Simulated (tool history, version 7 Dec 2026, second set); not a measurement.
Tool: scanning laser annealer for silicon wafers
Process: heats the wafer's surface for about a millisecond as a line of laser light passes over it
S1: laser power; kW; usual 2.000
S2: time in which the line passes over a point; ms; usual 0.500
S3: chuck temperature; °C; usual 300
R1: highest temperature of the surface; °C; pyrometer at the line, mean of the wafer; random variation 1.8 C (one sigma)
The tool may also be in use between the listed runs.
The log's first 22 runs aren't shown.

Run 23, hour 400.8: usual settings. Result: R1 992 °C.
Run 24, hour 413.3: usual settings. Result: R1 989 °C.
Run 25, hour 438.1: usual settings but S1 2.179 kW, S2 0.366 ms, S3 284 °C. Result: R1 936 °C.
Run 26, hour 461.7: usual settings but S1 2.179 kW, S2 0.366 ms, S3 284 °C. Result: R1 937 °C.
Run 27, hour 484.1: usual settings but S1 2.027 kW, S2 0.571 ms, S3 271 °C. Result: R1 1019 °C.
Run 28, hour 505.9: usual settings but S1 2.027 kW, S2 0.467 ms, S3 271 °C. Result: R1 947 °C.
Run 29, hour 525.2: usual settings but S1 1.810 kW, S2 0.525 ms. Result: R1 934 °C.
Run 30, hour 539.2: usual settings but S1 1.820 kW, S3 276 °C. Result: R1 897 °C.
Run 31, hour 553.6: usual settings but S1 1.972 kW, S2 0.570 ms, S3 282 °C. Result: R1 1005 °C.
Run 32, hour 575.7: usual settings but S1 1.972 kW, S2 0.570 ms, S3 282 °C. Result: R1 1005 °C.
Run 33, hour 601.5: usual settings but S2 0.425 ms. Result: R1 936 °C.
Run 34, hour 618.8: usual settings but S2 0.376 ms, S3 274 °C. Result: R1 871 °C.
Run 35, hour 640.8: usual settings but S2 0.489 ms, S3 298 °C. Result: R1 978 °C.
Run 36, hour 652.4: usual settings but S1 2.127 kW, S2 0.397 ms, S3 316 °C. Result: R1 970 °C.
Run 37, hour 665.9: usual settings but S1 1.930 kW. Result: R1 961 °C.
Run 38, hour 677.6: usual settings but S1 2.144 kW, S2 0.612 ms, S3 320 °C. Result: R1 1138 °C.
At hour 691.2: window over the wafer cleaned.
Run 39, hour 695.1: usual settings but S2 0.503 ms, S3 295 °C. Result: R1 1002 °C.
Run 40, hour 709.0: usual settings but S2 0.503 ms, S3 295 °C. Result: R1 999 °C.
Run 41, hour 727.6: usual settings but S2 0.503 ms, S3 295 °C. Result: R1 1002 °C.
Run 42, hour 744.7: usual settings but S1 1.810 kW, S2 0.469 ms, S3 262 °C. Result: R1 872 °C.

3 ways to go on from here, each from the tool as it stands after run 42. What would each give?
Run A, hour 756.1: usual settings but S1 2.072 kW, S3 286 °C. Result: R1 ?.
Run B, hour 756.1: usual settings but S1 1.963 kW, S2 0.390 ms. Result: R1 ?.
Run C, hour 756.1: usual settings but S1 1.737 kW, S2 0.602 ms, S3 285 °C. Result: R1 ?.

run    R1
  A  1017
  B   910
  C   946
Without the tool's hidden state the same runs would have given:
run    R1
  A  1021
  B   913
  C   950
